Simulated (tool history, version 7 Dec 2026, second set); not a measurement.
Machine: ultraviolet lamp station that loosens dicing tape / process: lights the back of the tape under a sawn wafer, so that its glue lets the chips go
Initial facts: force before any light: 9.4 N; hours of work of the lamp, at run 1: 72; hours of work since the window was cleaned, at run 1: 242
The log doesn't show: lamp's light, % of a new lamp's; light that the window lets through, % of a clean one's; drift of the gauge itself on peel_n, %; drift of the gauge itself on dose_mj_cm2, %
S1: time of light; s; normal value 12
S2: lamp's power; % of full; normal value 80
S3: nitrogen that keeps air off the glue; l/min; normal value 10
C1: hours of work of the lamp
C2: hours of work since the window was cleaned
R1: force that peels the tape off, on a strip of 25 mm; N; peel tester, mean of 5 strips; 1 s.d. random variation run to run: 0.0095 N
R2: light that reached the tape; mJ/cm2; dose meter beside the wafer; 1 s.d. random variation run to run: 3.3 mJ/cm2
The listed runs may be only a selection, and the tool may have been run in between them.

{"run": 1, "hour": 0.0, "S1": 12, "S2": 80, "S3": 10, "C1": 72, "C2": 242, "R1": 0.474, "R2": 488}
{"run": 2, "hour": 6.5, "S1": 12, "S2": 80, "S3": 10, "C1": 75, "C2": 245, "R1": 0.454, "R2": 488}
{"run": 3, "hour": 14.4, "S1": 12, "S2": 80, "S3": 10, "C1": 78, "C2": 248, "R1": 0.469, "R2": 486}
{"run": 4, "hour": 25.1, "S1": 12, "S2": 80, "S3": 4, "C1": 83, "C2": 253, "R1": 0.711, "R2": 488}
{"run": 5, "hour": 30.0, "S1": 12, "S2": 80, "S3": 10, "C1": 85, "C2": 255, "R1": 0.472, "R2": 488}
{"run": 6, "hour": 39.9, "S1": 12, "S2": 80, "S3": 10, "C1": 89, "C2": 259, "R1": 0.46, "R2": 490}
{"run": 7, "hour": 50.9, "S1": 12, "S2": 80, "S3": 10, "C1": 94, "C2": 264, "R1": 0.482, "R2": 480}
{"run": 8, "hour": 58.6, "S1": 12, "S2": 80, "S3": 10, "C1": 97, "C2": 268, "R1": 0.48, "R2": 481}
{"run": 9, "hour": 65.4, "S1": 12, "S2": 84, "S3": 10, "C1": 100, "C2": 270, "R1": 0.424, "R2": 507}
{"run": 10, "hour": 70.2, "S1": 12, "S2": 84, "S3": 10, "C1": 102, "C2": 273, "R1": 0.442, "R2": 502}
{"run": 11, "hour": 75.7, "S1": 12, "S2": 84, "S3": 10, "C1": 105, "C2": 275, "R1": 0.449, "R2": 505}
{"run": 12, "hour": 82.6, "S1": 7, "S2": 80, "S3": 4, "C1": 108, "C2": 278, "R1": 1.935, "R2": 278}
{"run": 13, "hour": 93.4, "S1": 7, "S2": 80, "S3": 4, "C1": 112, "C2": 283, "R1": 1.916, "R2": 280}
{"run": 14, "hour": 101.7, "S1": 16, "S2": 87, "S3": 10, "C1": 116, "C2": 286, "R1": 0.292, "R2": 693}

Run 15 has not been measured yet. What should we expect?
{"run": 15, "hour": 106.9, "S1": 17, "S2": 97, "S3": 10, "C1": 118, "C2": 288, "R1": "?", "R2": "?"}

Run 15 produced R1 0.270 N, R2 825 mJ/cm2.
If the tool had no hidden condition, the same run with the same run-to-run variation would have returned R1 0.261 N, R2 913 mJ/cm2.
